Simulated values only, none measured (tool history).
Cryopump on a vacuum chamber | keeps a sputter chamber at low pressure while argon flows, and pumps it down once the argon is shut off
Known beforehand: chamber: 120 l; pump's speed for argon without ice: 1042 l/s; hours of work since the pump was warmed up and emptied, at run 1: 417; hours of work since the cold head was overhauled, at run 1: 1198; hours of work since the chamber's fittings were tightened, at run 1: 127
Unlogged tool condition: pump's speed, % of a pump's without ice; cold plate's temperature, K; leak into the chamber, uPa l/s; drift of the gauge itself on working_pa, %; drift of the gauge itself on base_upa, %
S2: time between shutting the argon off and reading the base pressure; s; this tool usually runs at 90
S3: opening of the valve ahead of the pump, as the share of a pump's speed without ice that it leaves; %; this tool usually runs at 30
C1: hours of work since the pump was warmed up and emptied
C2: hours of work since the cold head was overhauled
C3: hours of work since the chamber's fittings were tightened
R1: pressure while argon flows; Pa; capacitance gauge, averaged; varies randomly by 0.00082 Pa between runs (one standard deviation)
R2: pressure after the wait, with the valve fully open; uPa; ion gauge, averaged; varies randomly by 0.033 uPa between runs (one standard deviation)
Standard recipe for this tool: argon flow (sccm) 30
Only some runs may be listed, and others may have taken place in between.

{"run": 1, "hour": 0.0, "argon flow (sccm)": 30, "S2": 90, "S3": 30, "C1": 417, "C2": 1198, "C3": 127, "R1": 0.1692, "R2": 1.97}
{"run": 2, "hour": 50.5, "argon flow (sccm)": 30, "S2": 90, "S3": 30, "C1": 446, "C2": 1227, "C3": 156, "R1": 0.1703, "R2": 2.01}
{"run": 3, "hour": 118.7, "argon flow (sccm)": 30, "S2": 90, "S3": 30, "C1": 484, "C2": 1265, "C3": 194, "R1": 0.1703, "R2": 2.0}
{"run": 4, "hour": 180.0, "argon flow (sccm)": 30, "S2": 90, "S3": 30, "C1": 519, "C2": 1300, "C3": 229, "R1": 0.1706, "R2": 1.95}
{"run": 5, "hour": 223.8, "argon flow (sccm)": 30, "S2": 90, "S3": 30, "C1": 544, "C2": 1325, "C3": 254, "R1": 0.1719, "R2": 2.04}
{"run": 6, "hour": 318.9, "argon flow (sccm)": 30, "S2": 90, "S3": 30, "C1": 598, "C2": 1379, "C3": 308, "R1": 0.1728, "R2": 2.08}
{"run": 7, "hour": 411.7, "argon flow (sccm)": 30, "S2": 90, "S3": 30, "C1": 650, "C2": 1431, "C3": 361, "R1": 0.1735, "R2": 2.15}
{"run": 8, "hour": 502.2, "argon flow (sccm)": 30, "S2": 90, "S3": 30, "C1": 702, "C2": 1483, "C3": 412, "R1": 0.1745, "R2": 2.17}
{"run": 9, "hour": 571.2, "argon flow (sccm)": 30, "S2": 90, "S3": 30, "C1": 741, "C2": 1522, "C3": 451, "R1": 0.1741, "R2": 2.26}
{"hour": 616.9, "done": "pump warmed up, emptied and cooled again"}
{"run": 10, "hour": 636.2, "argon flow (sccm)": 30, "S2": 90, "S3": 30, "C1": 11, "C2": 1556, "C3": 485, "R1": 0.1628, "R2": 2.12}
{"run": 11, "hour": 714.9, "argon flow (sccm)": 30, "S2": 90, "S3": 30, "C1": 56, "C2": 1600, "C3": 529, "R1": 0.1642, "R2": 2.14}
{"run": 12, "hour": 814.5, "argon flow (sccm)": 30, "S2": 90, "S3": 30, "C1": 112, "C2": 1657, "C3": 586, "R1": 0.1659, "R2": 2.16}
{"run": 13, "hour": 889.5, "argon flow (sccm)": 30, "S2": 90, "S3": 30, "C1": 154, "C2": 1699, "C3": 628, "R1": 0.1645, "R2": 2.24}
{"run": 14, "hour": 970.5, "argon flow (sccm)": 30, "S2": 90, "S3": 30, "C1": 200, "C2": 1745, "C3": 674, "R1": 0.1662, "R2": 2.26}
{"run": 15, "hour": 1060.2, "argon flow (sccm)": 30, "S2": 90, "S3": 30, "C1": 251, "C2": 1796, "C3": 725, "R1": 0.1664, "R2": 2.33}
{"run": 16, "hour": 1134.9, "argon flow (sccm)": 16, "S2": 24, "S3": 39, "C1": 293, "C2": 1838, "C3": 767, "R1": 0.0691, "R2": 6.53}
{"run": 17, "hour": 1201.2, "argon flow (sccm)": 59, "S2": 41, "S3": 30, "C1": 331, "C2": 1876, "C3": 805, "R1": 0.3303, "R2": 4.33}
{"run": 18, "hour": 1295.2, "argon flow (sccm)": 30, "S2": 90, "S3": 42, "C1": 384, "C2": 1929, "C3": 858, "R1": 0.1222, "R2": 2.49}
{"run": 19, "hour": 1351.4, "argon flow (sccm)": 30, "S2": 90, "S3": 42, "C1": 416, "C2": 1961, "C3": 890, "R1": 0.1232, "R2": 2.54}
{"run": 20, "hour": 1439.5, "argon flow (sccm)": 30, "S2": 140, "S3": 30, "C1": 466, "C2": 2011, "C3": 940, "R1": 0.1718, "R2": 2.01}
{"run": 21, "hour": 1502.2, "argon flow (sccm)": 30, "S2": 140, "S3": 30, "C1": 502, "C2": 2046, "C3": 976, "R1": 0.1699, "R2": 2.04}
{"run": 22, "hour": 1556.8, "argon flow (sccm)": 49, "S2": 152, "S3": 33, "C1": 533, "C2": 2077, "C3": 1006, "R1": 0.2572, "R2": 2.03}
{"hour": 1577.6, "done": "leaking fittings of the chamber tightened, without venting"}
{"run": 23, "hour": 1656.4, "argon flow (sccm)": 23, "S2": 110, "S3": 30, "C1": 588, "C2": 2133, "C3": 45, "R1": 0.1322, "R2": 1.62}
{"run": 24, "hour": 1744.8, "argon flow (sccm)": 30, "S2": 28, "S3": 30, "C1": 638, "C2": 2183, "C3": 95, "R1": 0.1746, "R2": 5.3}
{"run": 25, "hour": 1813.1, "argon flow (sccm)": 30, "S2": 28, "S3": 30, "C1": 677, "C2": 2221, "C3": 133, "R1": 0.1749, "R2": 5.36}
{"run": 26, "hour": 1900.6, "argon flow (sccm)": 30, "S2": 28, "S3": 30, "C1": 726, "C2": 2271, "C3": 183, "R1": 0.1768, "R2": 5.4}
{"hour": 1966.6, "done": "pump warmed up, emptied and cooled again"}
{"run": 27, "hour": 1966.6, "argon flow (sccm)": 15, "S2": 50, "S3": 55, "C1": 0, "C2": 2306, "C3": 218, "R1": 0.0452, "R2": 3.13}
{"run": 28, "hour": 2038.8, "argon flow (sccm)": 16, "S2": 20, "S3": 20, "C1": 41, "C2": 2346, "C3": 259, "R1": 0.132, "R2": 7.2}
{"run": 29, "hour": 2134.5, "argon flow (sccm)": 34, "S2": 35, "S3": 17, "C1": 95, "C2": 2401, "C3": 313, "R1": 0.3285, "R2": 4.37}

Branching from run 29: 4 alternative next runs. What would each branch give?
{"run": "A", "hour": 2237.9, "argon flow (sccm)": 30, "S2": 52, "S3": 39, "C1": 154, "C2": 2459, "C3": 371, "R1": "?", "R2": "?"}
{"run": "B", "hour": 2237.9, "argon flow (sccm)": 18, "S2": 35, "S3": 21, "C1": 154, "C2": 2459, "C3": 371, "R1": "?", "R2": "?"}
{"run": "C", "hour": 2237.9, "argon flow (sccm)": 31, "S2": 55, "S3": 37, "C1": 154, "C2": 2459, "C3": 371, "R1": "?", "R2": "?"}
{"run": "D", "hour": 2237.9, "argon flow (sccm)": 39, "S2": 239, "S3": 17, "C1": 154, "C2": 2459, "C3": 371, "R1": "?", "R2": "?"}

run=A R1=0.1271 R2=3.13
run=B R1=0.1405 R2=4.46
run=C R1=0.1376 R2=3.04
run=D R1=0.3775 R2=1.14
Had the tool no hidden state, the same runs would have come out as:
run=A R1=0.1240 R2=2.85
run=B R1=0.1387 R2=4.18
run=C R1=0.1344 R2=2.77
run=D R1=0.3735 R2=0.86

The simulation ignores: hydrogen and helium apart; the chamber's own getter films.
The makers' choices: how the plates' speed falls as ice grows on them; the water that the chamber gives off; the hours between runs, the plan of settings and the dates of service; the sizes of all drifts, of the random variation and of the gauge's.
